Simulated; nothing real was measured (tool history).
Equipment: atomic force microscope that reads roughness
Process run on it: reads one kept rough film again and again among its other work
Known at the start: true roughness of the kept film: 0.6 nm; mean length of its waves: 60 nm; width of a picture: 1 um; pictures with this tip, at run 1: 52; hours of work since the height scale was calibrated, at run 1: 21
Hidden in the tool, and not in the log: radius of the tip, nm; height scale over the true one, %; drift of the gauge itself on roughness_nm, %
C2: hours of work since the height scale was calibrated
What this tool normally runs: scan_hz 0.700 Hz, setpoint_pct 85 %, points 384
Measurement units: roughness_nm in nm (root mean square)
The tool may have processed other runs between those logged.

{"run": 1, "hour": 0.0, "scan_hz": 0.7, "setpoint_pct": 85, "points": 384, "pictures with this tip": 52, "C2": 21, "roughness_nm": 0.548}
{"run": 2, "hour": 46.7, "scan_hz": 0.7, "setpoint_pct": 85, "points": 384, "pictures with this tip": 114, "C2": 45, "roughness_nm": 0.546}
{"run": 3, "hour": 82.3, "scan_hz": 0.7, "setpoint_pct": 85, "points": 384, "pictures with this tip": 161, "C2": 63, "roughness_nm": 0.542}
{"run": 4, "hour": 118.4, "scan_hz": 0.7, "setpoint_pct": 85, "points": 384, "pictures with this tip": 209, "C2": 82, "roughness_nm": 0.541}
{"hour": 128.9, "done": "new tip fitted"}
{"run": 5, "hour": 140.3, "scan_hz": 0.7, "setpoint_pct": 85, "points": 384, "pictures with this tip": 16, "C2": 93, "roughness_nm": 0.546}
{"run": 6, "hour": 191.0, "scan_hz": 0.7, "setpoint_pct": 85, "points": 384, "pictures with this tip": 83, "C2": 119, "roughness_nm": 0.543}
{"run": 7, "hour": 214.5, "scan_hz": 0.608, "setpoint_pct": 85, "points": 384, "pictures with this tip": 114, "C2": 132, "roughness_nm": 0.552}
{"run": 8, "hour": 244.2, "scan_hz": 0.608, "setpoint_pct": 85, "points": 384, "pictures with this tip": 153, "C2": 147, "roughness_nm": 0.551}
{"hour": 294.7, "done": "new tip fitted"}
{"run": 9, "hour": 294.7, "scan_hz": 1.386, "setpoint_pct": 85, "points": 384, "pictures with this tip": 0, "C2": 173, "roughness_nm": 0.507}
{"run": 10, "hour": 332.8, "scan_hz": 0.7, "setpoint_pct": 85, "points": 384, "pictures with this tip": 50, "C2": 193, "roughness_nm": 0.545}
{"run": 11, "hour": 357.2, "scan_hz": 0.7, "setpoint_pct": 85, "points": 384, "pictures with this tip": 82, "C2": 206, "roughness_nm": 0.545}
{"run": 12, "hour": 390.8, "scan_hz": 0.7, "setpoint_pct": 85, "points": 384, "pictures with this tip": 127, "C2": 223, "roughness_nm": 0.543}
{"run": 13, "hour": 423.8, "scan_hz": 0.7, "setpoint_pct": 85, "points": 384, "pictures with this tip": 171, "C2": 240, "roughness_nm": 0.539}
{"run": 14, "hour": 452.2, "scan_hz": 0.7, "setpoint_pct": 85, "points": 384, "pictures with this tip": 208, "C2": 255, "roughness_nm": 0.541}
{"hour": 460.0, "done": "new tip fitted"}
{"run": 15, "hour": 500.0, "scan_hz": 0.7, "setpoint_pct": 85, "points": 384, "pictures with this tip": 53, "C2": 279, "roughness_nm": 0.543}
{"run": 16, "hour": 526.3, "scan_hz": 0.7, "setpoint_pct": 85, "points": 384, "pictures with this tip": 88, "C2": 293, "roughness_nm": 0.54}
{"run": 17, "hour": 549.9, "scan_hz": 0.7, "setpoint_pct": 85, "points": 384, "pictures with this tip": 119, "C2": 305, "roughness_nm": 0.543}
{"hour": 554.3, "done": "height scale calibrated on a step standard"}
{"run": 18, "hour": 591.0, "scan_hz": 0.535, "setpoint_pct": 78, "points": 384, "pictures with this tip": 172, "C2": 19, "roughness_nm": 0.558}
{"run": 19, "hour": 621.2, "scan_hz": 0.7, "setpoint_pct": 85, "points": 270, "pictures with this tip": 212, "C2": 35, "roughness_nm": 0.533}
{"hour": 629.2, "done": "new tip fitted"}
{"run": 20, "hour": 672.8, "scan_hz": 0.7, "setpoint_pct": 85, "points": 270, "pictures with this tip": 58, "C2": 61, "roughness_nm": 0.543}
{"run": 21, "hour": 724.1, "scan_hz": 0.7, "setpoint_pct": 85, "points": 270, "pictures with this tip": 126, "C2": 88, "roughness_nm": 0.543}
{"run": 22, "hour": 760.9, "scan_hz": 0.7, "setpoint_pct": 85, "points": 270, "pictures with this tip": 174, "C2": 107, "roughness_nm": 0.539}
{"run": 23, "hour": 790.0, "scan_hz": 0.966, "setpoint_pct": 80, "points": 645, "pictures with this tip": 213, "C2": 122, "roughness_nm": 0.535}
{"hour": 795.0, "done": "new tip fitted"}
{"run": 24, "hour": 839.4, "scan_hz": 0.674, "setpoint_pct": 80, "points": 481, "pictures with this tip": 59, "C2": 147, "roughness_nm": 0.551}
{"hour": 848.4, "done": "height scale calibrated on a step standard, once more"}
{"run": 25, "hour": 883.9, "scan_hz": 0.674, "setpoint_pct": 80, "points": 481, "pictures with this tip": 116, "C2": 18, "roughness_nm": 0.563}
{"run": 26, "hour": 928.3, "scan_hz": 1.57, "setpoint_pct": 61, "points": 994, "pictures with this tip": 175, "C2": 41, "roughness_nm": 0.562}
{"run": 27, "hour": 949.4, "scan_hz": 0.7, "setpoint_pct": 85, "points": 307, "pictures with this tip": 203, "C2": 52, "roughness_nm": 0.544}
{"hour": 962.2, "done": "new tip fitted"}
{"run": 28, "hour": 995.1, "scan_hz": 0.7, "setpoint_pct": 70, "points": 944, "pictures with this tip": 44, "C2": 76, "roughness_nm": 0.571}
{"run": 29, "hour": 1029.0, "scan_hz": 1.669, "setpoint_pct": 73, "points": 302, "pictures with this tip": 89, "C2": 93, "roughness_nm": 0.534}
{"run": 30, "hour": 1060.8, "scan_hz": 1.97, "setpoint_pct": 86, "points": 384, "pictures with this tip": 131, "C2": 110, "roughness_nm": 0.473}
{"run": 31, "hour": 1112.7, "scan_hz": 1.97, "setpoint_pct": 86, "points": 384, "pictures with this tip": 200, "C2": 137, "roughness_nm": 0.472}

Forecast each of these 5 alternatives for the next run:
{"hour": 1127.6, "done": "new tip fitted"}
{"run": "A", "hour": 1155.4, "scan_hz": 3.632, "setpoint_pct": 86, "points": 743, "pictures with this tip": 37, "C2": 159, "roughness_nm": "?"}
{"hour": 1127.6, "done": "new tip fitted"}
{"run": "B", "hour": 1155.4, "scan_hz": 0.878, "setpoint_pct": 72, "points": 390, "pictures with this tip": 37, "C2": 159, "roughness_nm": "?"}
{"hour": 1127.6, "done": "new tip fitted"}
{"run": "C", "hour": 1155.4, "scan_hz": 1.784, "setpoint_pct": 64, "points": 301, "pictures with this tip": 37, "C2": 159, "roughness_nm": "?"}
{"hour": 1127.6, "done": "new tip fitted"}
{"run": "D", "hour": 1155.4, "scan_hz": 0.7, "setpoint_pct": 74, "points": 384, "pictures with this tip": 37, "C2": 159, "roughness_nm": "?"}
{"hour": 1127.6, "done": "new tip fitted"}
{"run": "E", "hour": 1155.4, "scan_hz": 1.842, "setpoint_pct": 73, "points": 756, "pictures with this tip": 37, "C2": 159, "roughness_nm": "?"}

run=A roughness_nm=0.407
run=B roughness_nm=0.566
run=C roughness_nm=0.556
run=D roughness_nm=0.568
run=E roughness_nm=0.536
Without the tool's unlogged condition, the same runs would have read:
run=A roughness_nm=0.409
run=B roughness_nm=0.569
run=C roughness_nm=0.559
run=D roughness_nm=0.571
run=E roughness_nm=0.539
